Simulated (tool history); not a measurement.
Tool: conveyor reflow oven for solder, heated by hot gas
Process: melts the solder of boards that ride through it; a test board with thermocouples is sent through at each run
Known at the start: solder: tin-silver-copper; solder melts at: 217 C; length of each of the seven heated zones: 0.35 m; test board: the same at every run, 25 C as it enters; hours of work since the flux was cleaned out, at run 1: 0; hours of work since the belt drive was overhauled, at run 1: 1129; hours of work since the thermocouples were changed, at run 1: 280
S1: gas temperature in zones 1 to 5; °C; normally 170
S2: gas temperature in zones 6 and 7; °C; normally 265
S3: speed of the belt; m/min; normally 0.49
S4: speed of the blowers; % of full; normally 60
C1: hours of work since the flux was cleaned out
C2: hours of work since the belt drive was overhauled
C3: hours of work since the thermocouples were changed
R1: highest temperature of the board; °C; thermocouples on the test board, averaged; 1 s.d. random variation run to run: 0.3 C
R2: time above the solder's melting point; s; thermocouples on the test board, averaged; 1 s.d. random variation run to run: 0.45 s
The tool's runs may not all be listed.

{"run": 1, "hour": 0.0, "S1": 170, "S2": 265, "S3": 0.49, "S4": 60, "C1": 0, "C2": 1129, "C3": 280, "R1": 245, "R2": 56}
{"run": 2, "hour": 34.1, "S1": 170, "S2": 265, "S3": 0.49, "S4": 60, "C1": 22, "C2": 1151, "C3": 302, "R1": 244.7, "R2": 54.9}
{"run": 3, "hour": 93.1, "S1": 170, "S2": 265, "S3": 0.49, "S4": 60, "C1": 60, "C2": 1189, "C3": 340, "R1": 244.1, "R2": 54.9}
{"run": 4, "hour": 150.5, "S1": 170, "S2": 256, "S3": 0.49, "S4": 60, "C1": 98, "C2": 1226, "C3": 377, "R1": 236.8, "R2": 45.4}
{"run": 5, "hour": 201.9, "S1": 170, "S2": 256, "S3": 0.49, "S4": 60, "C1": 131, "C2": 1260, "C3": 411, "R1": 236, "R2": 45.2}
{"run": 6, "hour": 226.7, "S1": 170, "S2": 265, "S3": 0.49, "S4": 61, "C1": 147, "C2": 1276, "C3": 427, "R1": 244, "R2": 54.6}
{"run": 7, "hour": 273.1, "S1": 170, "S2": 265, "S3": 0.49, "S4": 51, "C1": 177, "C2": 1306, "C3": 457, "R1": 240.7, "R2": 49.6}
{"run": 8, "hour": 327.6, "S1": 170, "S2": 265, "S3": 0.49, "S4": 81, "C1": 213, "C2": 1341, "C3": 493, "R1": 247.7, "R2": 59}
{"run": 9, "hour": 384.7, "S1": 170, "S2": 265, "S3": 0.49, "S4": 87, "C1": 250, "C2": 1379, "C3": 530, "R1": 247.8, "R2": 60.3}
{"run": 10, "hour": 423.7, "S1": 170, "S2": 265, "S3": 0.49, "S4": 87, "C1": 275, "C2": 1404, "C3": 555, "R1": 247.7, "R2": 59.3}
{"run": 11, "hour": 482.9, "S1": 170, "S2": 265, "S3": 0.49, "S4": 87, "C1": 314, "C2": 1442, "C3": 593, "R1": 246.7, "R2": 58.8}
{"run": 12, "hour": 541.0, "S1": 170, "S2": 260, "S3": 0.49, "S4": 87, "C1": 352, "C2": 1480, "C3": 631, "R1": 242.4, "R2": 54.1}
{"run": 13, "hour": 573.3, "S1": 170, "S2": 265, "S3": 0.49, "S4": 60, "C1": 373, "C2": 1501, "C3": 652, "R1": 241.7, "R2": 50.7}
{"run": 14, "hour": 608.5, "S1": 170, "S2": 265, "S3": 0.49, "S4": 60, "C1": 395, "C2": 1524, "C3": 675, "R1": 241.1, "R2": 50.8}
{"run": 15, "hour": 653.7, "S1": 165, "S2": 265, "S3": 0.49, "S4": 60, "C1": 425, "C2": 1553, "C3": 704, "R1": 240, "R2": 47.1}
{"hour": 682.9, "done": "flux residue cleaned out of gas plates and filters"}
{"run": 16, "hour": 706.4, "S1": 177, "S2": 265, "S3": 0.501, "S4": 60, "C1": 15, "C2": 1584, "C3": 735, "R1": 246.8, "R2": 60.6}
{"run": 17, "hour": 735.5, "S1": 175, "S2": 256, "S3": 0.49, "S4": 60, "C1": 34, "C2": 1603, "C3": 754, "R1": 239.8, "R2": 52.5}
{"run": 18, "hour": 761.8, "S1": 182, "S2": 272, "S3": 0.396, "S4": 63, "C1": 51, "C2": 1620, "C3": 771, "R1": 261.7, "R2": 96.6}
{"hour": 796.6, "done": "belt drive overhauled, speed set with a stopwatch"}
{"run": 19, "hour": 807.7, "S1": 182, "S2": 272, "S3": 0.391, "S4": 63, "C1": 79, "C2": 7, "C3": 799, "R1": 262.1, "R2": 100.2}
{"run": 20, "hour": 856.2, "S1": 182, "S2": 272, "S3": 0.391, "S4": 63, "C1": 110, "C2": 39, "C3": 830, "R1": 261.9, "R2": 99.9}
{"run": 21, "hour": 916.5, "S1": 184, "S2": 265, "S3": 0.49, "S4": 61, "C1": 149, "C2": 78, "C3": 869, "R1": 249.6, "R2": 68.8}
{"run": 22, "hour": 958.5, "S1": 172, "S2": 271, "S3": 0.499, "S4": 60, "C1": 177, "C2": 105, "C3": 897, "R1": 250.3, "R2": 62.9}
{"run": 23, "hour": 1000.5, "S1": 170, "S2": 253, "S3": 0.49, "S4": 71, "C1": 204, "C2": 133, "C3": 924, "R1": 238.2, "R2": 51}
{"run": 24, "hour": 1037.3, "S1": 170, "S2": 253, "S3": 0.49, "S4": 71, "C1": 228, "C2": 156, "C3": 948, "R1": 237.9, "R2": 49.9}
{"run": 25, "hour": 1080.3, "S1": 176, "S2": 255, "S3": 0.557, "S4": 80, "C1": 256, "C2": 184, "C3": 976, "R1": 237.9, "R2": 44.3}
{"run": 26, "hour": 1111.6, "S1": 173, "S2": 265, "S3": 0.49, "S4": 60, "C1": 276, "C2": 205, "C3": 996, "R1": 245.4, "R2": 60.5}
{"hour": 1138.5, "done": "belt drive overhauled, speed set with a stopwatch, once more"}
{"run": 27, "hour": 1151.0, "S1": 158, "S2": 260, "S3": 0.514, "S4": 60, "C1": 299, "C2": 8, "C3": 1019, "R1": 232.6, "R2": 30.6}
{"run": 28, "hour": 1194.9, "S1": 169, "S2": 276, "S3": 0.441, "S4": 86, "C1": 328, "C2": 37, "C3": 1048, "R1": 259.6, "R2": 74.9}
{"run": 29, "hour": 1255.4, "S1": 164, "S2": 265, "S3": 0.47, "S4": 66, "C1": 367, "C2": 76, "C3": 1087, "R1": 243.1, "R2": 50.5}
{"run": 30, "hour": 1280.3, "S1": 168, "S2": 261, "S3": 0.568, "S4": 66, "C1": 383, "C2": 92, "C3": 1103, "R1": 231.7, "R2": 29}

Run by run, hidden condition taken away, random variation retained:
The tool's hidden condition here consists of: heat that the gas passes to the board, % of a clean oven's; belt's true speed, % of the reading; true gas temperature in zones 6 and 7 over the reading, C; drift of the gauge itself on peak_c, C; drift of the gauge itself on liquid_s, %.
run=1 R1=243.2 R2=52.4
run=2 R1=243.1 R2=51.5
run=3 R1=242.8 R2=51.9
run=4 R1=235.9 R2=42.9
run=5 R1=235.3 R2=43.2
run=6 R1=243.5 R2=52.6
run=7 R1=240.3 R2=47.8
run=8 R1=248 R2=58
run=9 R1=248.5 R2=59.7
run=10 R1=248.7 R2=59.1
run=11 R1=248 R2=59
run=12 R1=244.1 R2=55.3
run=13 R1=243.3 R2=51.7
run=14 R1=242.9 R2=52.2
run=15 R1=242.3 R2=49.3
run=16 R1=243.7 R2=54.7
run=17 R1=236.9 R2=46.4
run=18 R1=258.9 R2=90.5
run=19 R1=258.8 R2=91
run=20 R1=258.7 R2=90.7
run=21 R1=246.7 R2=61.3
run=22 R1=247.6 R2=56
run=23 R1=235.9 R2=44.5
run=24 R1=235.7 R2=43.8
run=25 R1=236.4 R2=39.7
run=26 R1=243.4 R2=54.4
run=27 R1=234.3 R2=34.2
run=28 R1=261.1 R2=76.7
run=29 R1=245.1 R2=54.2
run=30 R1=234.8 R2=34.6
